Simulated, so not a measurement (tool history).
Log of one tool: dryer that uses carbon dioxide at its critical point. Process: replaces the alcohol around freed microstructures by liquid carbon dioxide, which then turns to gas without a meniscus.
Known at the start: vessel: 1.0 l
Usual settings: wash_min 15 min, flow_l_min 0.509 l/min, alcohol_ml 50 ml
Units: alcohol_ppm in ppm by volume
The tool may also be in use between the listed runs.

run   hour  wash_min  flow_l_min  alcohol_ml  alcohol_ppm
  1      0        15       0.509          50          171
  2   16.1        15       0.725          50          117
  3   43.2        15       0.725          50          139
  4   70.6        15       0.725          50          143
  5   92.9        14       0.509          50          244
  6    109        15       0.509          50          214
  7  124.4        15       0.852          50          150
  8  148.7        15       0.852          50          157
  9  164.9        15       0.852          50          162
 10  181.3        15       0.852          50          165
 11  203.5        15       0.852          50          179
 12  224.2        15       0.509          50          236
 13  245.5        13       0.519          24          261
 14  267.3        13       0.519          24          252
     276.1  -- inlet filter changed
 15  290.4        13       0.519          24          248
 16  311.4        10       0.473          33          655
 17  323.6        10       0.509          50          684
 18  337.2        10       0.509          50          715
 19  364.7        13       0.631          50          252
     388.1  -- purifier's bed changed
 20  394.9        15       0.431          66          216

Forecast run 21:
 21  411.8        15       0.481          35            ?

Run 21 gave alcohol_ppm 66 ppm by volume.
Without the tool's hidden state the same run would have given alcohol_ppm 53 ppm by volume.
